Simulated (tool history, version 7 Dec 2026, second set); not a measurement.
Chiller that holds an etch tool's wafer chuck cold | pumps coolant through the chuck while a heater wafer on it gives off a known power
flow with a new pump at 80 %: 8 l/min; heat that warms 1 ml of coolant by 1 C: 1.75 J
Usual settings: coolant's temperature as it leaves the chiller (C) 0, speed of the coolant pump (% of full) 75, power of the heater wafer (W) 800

| run | hour | coolant's temperature as it leaves the chiller (C) | speed of the coolant pump (% of full) | power of the heater wafer (W) | chuck's temperature once it has settled (C) | how much warmer the coolant comes back (C) |
|---|---|---|---|---|---|---|
| 1 | 0.0 | 0 | 75 | 800 | 8.3 | 3.68 |
| 2 | 141.8 | 0 | 75 | 800 | 8.4 | 3.70 |
| 3 | 213.5 | 0 | 75 | 800 | 8.5 | 3.65 |
| 4 | 309.6 | 0 | 75 | 800 | 8.3 | 3.69 |
| 5 | 406.5 | -5 | 75 | 800 | 3.3 | 3.76 |
| 6 | 544.7 | -5 | 75 | 800 | 3.5 | 3.73 |
| 7 | 607.8 | 0 | 77 | 800 | 8.1 | 3.64 |
| 8 | 706.7 | 3 | 75 | 800 | 11.4 | 3.77 |
| 9 | 809.9 | 3 | 75 | 800 | 11.5 | 3.78 |
| 10 | 875.5 | 3 | 75 | 800 | 11.5 | 3.82 |
| 11 | 961.3 | 0 | 75 | 800 | 8.3 | 3.79 |
| 12 | 1022.2 | 0 | 75 | 800 | 8.5 | 3.87 |
| 13 | 1154.8 | 0 | 75 | 800 | 8.3 | 3.85 |
| 14 | 1291.2 | 9 | 75 | 800 | 17.4 | 3.87 |
|  | 1367.7 | chiller's thermometer calibrated |
| 15 | 1399.1 | 9 | 75 | 688 | 16.3 | 3.33 |
| 16 | 1519.0 | 0 | 61 | 800 | 9.4 | 4.67 |
| 17 | 1596.6 | -9 | 75 | 1004 | 1.4 | 4.85 |
| 18 | 1718.4 | -9 | 71 | 1004 | 1.8 | 5.12 |
| 19 | 1806.3 | -9 | 71 | 1004 | 1.9 | 5.07 |
|  | 1898.6 | gauge calibrated |
| 20 | 1903.5 | -9 | 71 | 1004 | 1.9 | 4.79 |
| 21 | 2047.8 | 7 | 83 | 1022 | 17.1 | 4.23 |
| 22 | 2117.6 | 7 | 83 | 1022 | 17.2 | 4.27 |
| 23 | 2246.7 | 0 | 75 | 639 | 6.8 | 3.00 |
| 24 | 2357.5 | 7 | 88 | 834 | 15.1 | 3.41 |
| 25 | 2474.5 | 7 | 88 | 834 | 15.0 | 3.34 |
| 26 | 2604.9 | 7 | 68 | 834 | 16.1 | 4.26 |
| 27 | 2719.7 | 7 | 68 | 834 | 16.4 | 4.30 |
| 28 | 2796.4 | 0 | 74 | 475 | 5.0 | 2.29 |
| 29 | 2872.8 | 0 | 89 | 1146 | 11.0 | 4.58 |
| 30 | 2947.8 | 1 | 75 | 418 | 5.4 | 2.04 |
| 31 | 3064.5 | 1 | 75 | 418 | 5.4 | 2.12 |
| 32 | 3207.3 | 1 | 75 | 418 | 5.3 | 2.09 |

3 ways to go on from here, each from the tool as it stands after run 32. What would each give?
| A | 3306.5 | 1 | 75 | 931 | ? | ? |
| B | 3306.5 | 2 | 85 | 645 | ? | ? |
| C | 3306.5 | 5 | 75 | 660 | ? | ? |

| run | chuck's temperature once it has settled (C) | how much warmer the coolant comes back (C) |
|---|---|---|
| A | 10.6 | 4.50 |
| B | 8.5 | 2.86 |
| C | 11.9 | 3.26 |
Without the tool's hidden state the same runs would have given:
| run | chuck's temperature once it has settled (C) | how much warmer the coolant comes back (C) |
|---|---|---|
| A | 10.6 | 4.27 |
| B | 8.4 | 2.64 |
| C | 11.9 | 3.04 |
